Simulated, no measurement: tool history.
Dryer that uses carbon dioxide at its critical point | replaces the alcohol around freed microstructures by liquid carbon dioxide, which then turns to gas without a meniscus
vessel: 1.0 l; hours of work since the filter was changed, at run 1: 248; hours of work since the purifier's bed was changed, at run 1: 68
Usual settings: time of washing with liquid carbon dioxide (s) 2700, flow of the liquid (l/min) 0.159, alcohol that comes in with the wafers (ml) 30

run   hour  time of washing with liquid carbon dioxide (s)  flow of the liquid (l/min)  alcohol that comes in with the wafers (ml)  hours of work since the filter was changed  hours of work since the purifier's bed was changed  alcohol left in the vessel before it's heated (ppm by volume)
  1      0                                            2700                       0.159                                          30                                         248                                                  68                                                             73
      13.5  -- inlet filter changed
  2   34.8                                            2700                       0.159                                          30                                          12                                                  87                                                             69
  3   63.8                                            2700                       0.159                                          30                                          28                                                 103                                                             69
  4     94                                            2700                       0.159                                         115                                          45                                                 120                                                            182
  5  125.9                                            2700                       0.159                                         115                                          63                                                 138                                                            195
  6  145.3                                            2700                       0.159                                          26                                          74                                                 149                                                             72
  7  170.1                                            2700                       0.159                                          30                                          88                                                 163                                                             86
  8  215.7                                            2700                       0.159                                          30                                         114                                                 189                                                             88
  9  244.8                                            2700                       0.159                                          30                                         130                                                 205                                                            100
 10    265                                            2700                       0.159                                          30                                         142                                                 217                                                             99
 11  287.1                                            2760                       0.159                                          30                                         154                                                 229                                                             97
 12    328                                            2760                       0.159                                          30                                         177                                                 252                                                             99
 13  365.3                                            2760                       0.159                                          30                                         198                                                 273                                                            118
 14  388.9                                            2700                       0.159                                          30                                         212                                                 287                                                            125
 15  419.6                                            1620                       0.159                                          30                                         229                                                 304                                                            803
 16  447.4                                            1620                       0.159                                          30                                         245                                                 320                                                            801
       467  -- inlet filter changed
 17  490.4                                            2700                       0.159                                          83                                          13                                                 343                                                            182
 18  527.5                                            2700                       0.159                                          83                                          34                                                 364                                                            209
 19  569.7                                            1680                       0.159                                          90                                          58                                                 388                                                           1600
 20  599.5                                            1980                       0.163                                          90                                          75                                                 405                                                            758
 21  628.8                                            3720                       0.226                                          39                                          91                                                 422                                                             94
 22  655.9                                            3960                       0.203                                          39                                         107                                                 437                                                             99
 23  677.4                                            3960                       0.203                                          39                                         119                                                 449                                                            114
 24  718.6                                            3960                       0.203                                          72                                         142                                                 472                                                            105
 25  744.8                                            3960                       0.203                                          72                                         157                                                 487                                                            115
 26  770.3                                            3960                       0.203                                          72                                         171                                                 501                                                            117
 27  799.4                                            3840                       0.137                                         111                                         187                                                 518                                                            176
 28  844.5                                            3840                       0.137                                         111                                         213                                                 543                                                            175
 29  887.2                                            3840                       0.137                                         111                                         237                                                 567                                                            184
     920.8  -- inlet filter changed
 30  935.6                                            3600                       0.096                                          43                                           8                                                 594                                                            333
 31  955.2                                            2160                       0.119                                          42                                          19                                                 605                                                            887

3 ways to go on from here, each from the tool as it stands after run 31. What would each give?
  A  978.7                                            4140                       0.241                                          22                                          33                                                 618                                                              ?
  B  978.7                                            3660                       0.119                                          42                                          33                                                 618                                                              ?
  C  978.7                                            3000                       0.132                                          89                                          33                                                 618                                                              ?

run  alcohol left in the vessel before it's heated (ppm by volume)
  A                                                            151
  B                                                            189
  C                                                            333
Without the tool's hidden state the same runs would have given:
run  alcohol left in the vessel before it's heated (ppm by volume)
  A                                                             10
  B                                                             50
  C                                                            183

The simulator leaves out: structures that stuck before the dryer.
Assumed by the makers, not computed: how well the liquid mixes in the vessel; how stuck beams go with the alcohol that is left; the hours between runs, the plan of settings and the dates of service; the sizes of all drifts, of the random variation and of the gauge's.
